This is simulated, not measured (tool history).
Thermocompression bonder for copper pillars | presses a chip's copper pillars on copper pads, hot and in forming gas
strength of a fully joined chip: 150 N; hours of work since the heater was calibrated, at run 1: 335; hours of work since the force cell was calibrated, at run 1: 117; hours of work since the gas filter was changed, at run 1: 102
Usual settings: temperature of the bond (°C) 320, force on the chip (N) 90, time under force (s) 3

run	day	temperature of the bond (°C)	force on the chip (N)	time under force (s)	hours of work since the heater was calibrated	hours of work since the force cell was calibrated	hours of work since the gas filter was changed	force that shears a chip off (N)
1	0.000	320	90	3	335	117	102	106.7
2	2.667	320	90	3	361	144	129	106.5
3	4.892	320	90	3	383	166	151	106.1
4	7.554	320	66	3	410	192	177	94.6
5	10.279	320	66	3	437	219	204	95.1
6	12.654	320	66	3	460	243	228	94.2
7	14.233	320	66	3	476	259	244	94.4
8	16.250	320	66	3	496	279	264	95.0
9	18.571	320	66	3	519	302	287	95.0
# day 20.667: forming gas filter changed
10	21.088	320	66	3	544	327	4	95.4
11	22.388	345	90	3	557	339	17	124.8
12	25.225	345	90	3	585	368	45	123.9
13	27.521	320	90	3	608	390	68	106.5
14	29.858	320	90	8	631	414	91	129.6
15	32.254	320	127	3	655	437	115	118.2
16	34.225	320	127	3	674	457	135	118.0
17	36.833	320	90	7	700	483	160	126.7
18	39.242	320	90	3	724	507	184	106.2
19	41.721	320	90	3	749	531	209	106.6
20	43.112	320	90	3	762	545	223	106.4
21	45.767	321	129	9	789	571	249	139.9
22	47.275	321	129	9	804	586	264	140.5
# day 48.008: heater calibrated with a thermocouple chip
23	48.700	321	129	9	7	600	277	139.6
24	51.342	344	82	5	33	626	304	131.7
# day 51.625: forming gas filter changed
25	53.583	344	82	5	55	648	19	131.5
26	55.175	344	99	2	71	664	35	117.3
27	57.571	344	99	4	95	688	59	131.3
28	59.100	344	99	4	110	703	74	132.2
29	61.688	304	90	5	136	728	100	106.9
30	63.575	303	127	2	154	747	119	93.8
31	65.696	303	127	2	175	768	140	92.8
32	67.283	303	127	2	191	784	155	93.6
33	68.533	348	82	5	203	796	168	134.3
34	69.875	316	68	5	217	810	181	106.8
35	72.629	316	68	5	244	837	208	106.2
36	73.854	320	90	5	256	849	221	118.8
37	76.038	308	90	3	278	871	242	96.2
38	78.079	291	94	8	298	891	263	110.1

Forecast each of these 3 alternatives for the next run:
A	80.733	295	67	8	325	917	289	?
B	80.733	292	94	6	325	917	289	?
C	80.733	326	90	3	325	917	289	?

run	force that shears a chip off (N)
A	100.7
B	102.3
C	111.4
Without the tool's hidden state the same runs would have given:
run	force that shears a chip off (N)
A	100.8
B	102.4
C	111.5
